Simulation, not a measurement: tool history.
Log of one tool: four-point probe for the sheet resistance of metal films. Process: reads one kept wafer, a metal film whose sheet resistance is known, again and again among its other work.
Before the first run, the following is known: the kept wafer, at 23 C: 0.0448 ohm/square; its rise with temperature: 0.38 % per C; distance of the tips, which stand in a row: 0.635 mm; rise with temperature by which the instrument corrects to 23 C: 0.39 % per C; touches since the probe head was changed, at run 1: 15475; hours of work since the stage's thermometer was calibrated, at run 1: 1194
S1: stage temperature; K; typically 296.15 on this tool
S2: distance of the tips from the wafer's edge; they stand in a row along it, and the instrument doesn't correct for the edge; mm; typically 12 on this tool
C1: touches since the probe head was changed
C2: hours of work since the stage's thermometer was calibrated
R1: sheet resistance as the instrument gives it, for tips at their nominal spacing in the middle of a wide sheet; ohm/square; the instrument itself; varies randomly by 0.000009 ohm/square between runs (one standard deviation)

| run | day | S1 | S2 | C1 | C2 | R1 |
|---|---|---|---|---|---|---|
| 1 | 0.000 | 296.15 | 12 | 15475 | 1194 | 0.044802 |
| 2 | 0.708 | 296.15 | 12 | 15924 | 1202 | 0.044817 |
| 3 | 1.171 | 296.15 | 12 | 16219 | 1207 | 0.044815 |
| 4 | 1.750 | 296.15 | 12 | 16585 | 1214 | 0.044798 |
| 5 | 2.321 | 296.15 | 3 | 16947 | 1221 | 0.045792 |
| 6 | 2.900 | 296.15 | 3 | 17316 | 1227 | 0.045779 |
| 7 | 3.762 | 295.15 | 12 | 17864 | 1237 | 0.044790 |
| 8 | 4.496 | 296.15 | 18 | 18329 | 1246 | 0.044753 |
| 9 | 4.917 | 297.15 | 18 | 18595 | 1251 | 0.044755 |
| 10 | 5.542 | 303.15 | 18 | 18993 | 1258 | 0.044725 |
| 11 | 6.188 | 292.15 | 12 | 19403 | 1266 | 0.044822 |
| 12 | 6.754 | 296.15 | 12 | 19762 | 1272 | 0.044793 |
| 13 | 7.417 | 296.15 | 12 | 20182 | 1280 | 0.044781 |
| 14 | 8.092 | 294.15 | 12 | 20610 | 1288 | 0.044797 |
| 15 | 8.800 | 296.15 | 12 | 21061 | 1296 | 0.044790 |
| 16 | 9.221 | 296.15 | 12 | 21327 | 1301 | 0.044785 |
| 17 | 9.758 | 296.15 | 12 | 21668 | 1307 | 0.044777 |
| 18 | 10.146 | 296.15 | 12 | 21914 | 1312 | 0.044769 |
| 19 | 10.646 | 293.15 | 12 | 22233 | 1318 | 0.044800 |
|  | 10.717 | stage's thermometer calibrated |
| 20 | 11.546 | 293.15 | 12 | 22789 | 10 | 0.044728 |
| 21 | 12.250 | 293.15 | 12 | 23238 | 18 | 0.044738 |
| 22 | 13.021 | 293.15 | 12 | 23725 | 27 | 0.044743 |
| 23 | 13.758 | 296.15 | 3 | 24195 | 35 | 0.045730 |
| 24 | 14.608 | 301.15 | 4 | 24733 | 45 | 0.045232 |
|  | 14.912 | stage's thermometer calibrated, once more |
| 25 | 15.275 | 301.15 | 4 | 25144 | 4 | 0.045360 |
| 26 | 15.875 | 293.15 | 16 | 25525 | 11 | 0.044840 |
| 27 | 16.550 | 293.15 | 16 | 25954 | 19 | 0.044836 |
| 28 | 17.250 | 299.15 | 4 | 26397 | 27 | 0.045379 |
| 29 | 18.108 | 299.15 | 4 | 26941 | 37 | 0.045369 |
| 30 | 18.546 | 306.15 | 18 | 27220 | 42 | 0.044762 |
| 31 | 19.162 | 299.15 | 9 | 27612 | 50 | 0.044879 |
| 32 | 19.725 | 299.15 | 9 | 27969 | 56 | 0.044866 |
| 33 | 20.154 | 291.15 | 20 | 28241 | 61 | 0.044821 |
| 34 | 20.662 | 300.15 | 19 | 28564 | 67 | 0.044773 |
| 35 | 21.075 | 300.15 | 19 | 28824 | 72 | 0.044778 |
| 36 | 21.746 | 300.15 | 19 | 29251 | 80 | 0.044781 |
| 37 | 22.283 | 300.15 | 28 | 29593 | 86 | 0.044766 |
| 38 | 22.929 | 300.15 | 28 | 30001 | 93 | 0.044768 |
| 39 | 23.425 | 302.15 | 10 | 30316 | 99 | 0.044835 |
| 40 | 24.279 | 302.15 | 27 | 30859 | 109 | 0.044748 |
| 41 | 25.142 | 295.15 | 10 | 31407 | 119 | 0.044878 |
| 42 | 25.758 | 296.15 | 4 | 31798 | 127 | 0.045363 |
| 43 | 26.162 | 303.15 | 12 | 32054 | 131 | 0.044789 |
| 44 | 27.000 | 297.15 | 7 | 32585 | 141 | 0.044957 |

Entry by entry between the runs, the difference in hidden state between the last listed run before and the first listed run after:
Logged between run 19 and run 20: stage's thermometer calibrated (day 10.717)
  inner tips' distance over the nominal, %: -0.007 -> -0.009; wafer's true temperature over the reading, C: -0.48 -> -0.8
  measured result minus the result with no hidden state, R1: -0.000086 -> -0.000142 ohm/square
Logged between run 24 and run 25: stage's thermometer calibrated, once more (day 14.912)
  inner tips' distance over the nominal, %: -0.015 -> -0.016; tips' flats over new ones', %: 8 -> 9; wafer's true temperature over the reading, C: -0.82 -> -0.03
  measured result minus the result with no hidden state, R1: -0.000144 -> -0.000013 ohm/square

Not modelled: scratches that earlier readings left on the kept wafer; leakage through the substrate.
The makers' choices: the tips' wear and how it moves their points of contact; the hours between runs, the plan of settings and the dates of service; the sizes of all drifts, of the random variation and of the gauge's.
